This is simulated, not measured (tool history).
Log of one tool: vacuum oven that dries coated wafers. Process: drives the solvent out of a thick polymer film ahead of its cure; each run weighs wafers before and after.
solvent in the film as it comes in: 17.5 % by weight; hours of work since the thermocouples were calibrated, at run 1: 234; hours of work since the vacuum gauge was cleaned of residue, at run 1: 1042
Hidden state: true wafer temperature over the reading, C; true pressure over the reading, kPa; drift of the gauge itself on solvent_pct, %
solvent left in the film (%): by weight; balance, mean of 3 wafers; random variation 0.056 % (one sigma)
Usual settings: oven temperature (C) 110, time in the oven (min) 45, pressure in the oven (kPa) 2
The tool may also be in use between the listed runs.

run   hour  oven temperature (C)  time in the oven (min)  pressure in the oven (kPa)  hours of work since the thermocouples were calibrated  hours of work since the vacuum gauge was cleaned of residue  solvent left in the film (%)
  1      0                   110                      45                           2                                                    234                                                         1042                           2.7
  2   57.7                   110                      45                           2                                                    269                                                         1077                          2.49
  3   97.5                   110                      45                           2                                                    294                                                         1102                          2.61
  4  140.3                   110                      45                           2                                                    320                                                         1128                          2.61
  5  168.8                   110                      45                           2                                                    337                                                         1145                          2.59
  6  223.9                   110                      45                           2                                                    371                                                         1179                          2.57
  7  269.9                   110                      26                        1.35                                                    399                                                         1207                          5.05
  8  330.6                   110                      26                        1.35                                                    436                                                         1244                          4.93
  9  382.4                   110                      72                           2                                                    468                                                         1276                          1.15
 10  441.8                   101                      50                        7.44                                                    504                                                         1312                          5.74

The next listed run, before its measurement:
 11  470.6                   110                      68                        5.43                                                    522                                                         1330                             ?

Run 11 gave solvent left in the film (%) 1.86.
Without the tool's hidden state the same run would have given solvent left in the film (%) 1.85.
